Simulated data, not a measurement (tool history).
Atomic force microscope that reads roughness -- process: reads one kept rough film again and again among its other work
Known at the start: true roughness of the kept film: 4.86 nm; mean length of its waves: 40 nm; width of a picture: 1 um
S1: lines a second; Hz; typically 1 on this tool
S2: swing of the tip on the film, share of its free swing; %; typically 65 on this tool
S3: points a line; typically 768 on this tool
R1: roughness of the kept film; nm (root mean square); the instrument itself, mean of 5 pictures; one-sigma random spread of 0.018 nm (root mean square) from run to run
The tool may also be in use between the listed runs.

| run | hour | S1 | S2 | S3 | R1 |
|---|---|---|---|---|---|
| 1 | 0 | 1 | 65 | 768 | 3.917 |
| 2 | 31.9 | 1 | 65 | 768 | 3.879 |
| 3 | 90.7 | 1 | 65 | 768 | 3.757 |
|  | 118 | new tip fitted |
| 4 | 124.7 | 1 | 65 | 768 | 4.207 |
| 5 | 184.3 | 1 | 65 | 768 | 4.098 |
| 6 | 218 | 1.89 | 65 | 768 | 4.016 |
| 7 | 279.2 | 1.89 | 65 | 768 | 3.896 |
| 8 | 332.4 | 1.89 | 65 | 768 | 3.822 |
| 9 | 373.5 | 1.89 | 65 | 768 | 3.77 |
|  | 407.5 | new tip fitted |
| 10 | 415.5 | 1.89 | 65 | 768 | 4.124 |
| 11 | 467.6 | 1.89 | 65 | 768 | 4.034 |
| 12 | 509.4 | 1 | 59 | 768 | 4.039 |
| 13 | 572.5 | 1.25 | 65 | 282 | 3.873 |
| 14 | 613 | 1.4 | 56 | 406 | 3.835 |
|  | 619.1 | height scale calibrated on a step standard |
| 15 | 669.2 | 3.39 | 65 | 768 | 3.655 |
|  | 698.1 | new tip fitted |
| 16 | 704.5 | 2.08 | 76 | 496 | 4.019 |
| 17 | 761.5 | 3.7 | 68 | 757 | 3.891 |
| 18 | 813.4 | 3.7 | 68 | 757 | 3.827 |
| 19 | 869 | 1.98 | 67 | 757 | 3.839 |
| 20 | 925.8 | 0.63 | 75 | 757 | 3.831 |
|  | 945 | height scale calibrated on a step standard, once more |
| 21 | 970.7 | 3.15 | 84 | 518 | 3.375 |
|  | 986.4 | new tip fitted |
| 22 | 1010.3 | 1.46 | 84 | 611 | 4.03 |
| 23 | 1074.7 | 1 | 63 | 768 | 4.087 |
| 24 | 1125.3 | 3.52 | 62 | 768 | 3.868 |

Alternative continuations, all from the tool just after run 24; predict every row:
| A | 1179.6 | 2.75 | 59 | 493 | ? |
| B | 1179.6 | 1.32 | 62 | 477 | ? |
| C | 1179.6 | 0.57 | 65 | 768 | ? |

| run | R1 |
|---|---|
| A | 3.846 |
| B | 3.903 |
| C | 3.947 |
Had the tool no hidden state, the same runs would have come out as:
| run | R1 |
|---|---|
| A | 4.198 |
| B | 4.259 |
| C | 4.31 |

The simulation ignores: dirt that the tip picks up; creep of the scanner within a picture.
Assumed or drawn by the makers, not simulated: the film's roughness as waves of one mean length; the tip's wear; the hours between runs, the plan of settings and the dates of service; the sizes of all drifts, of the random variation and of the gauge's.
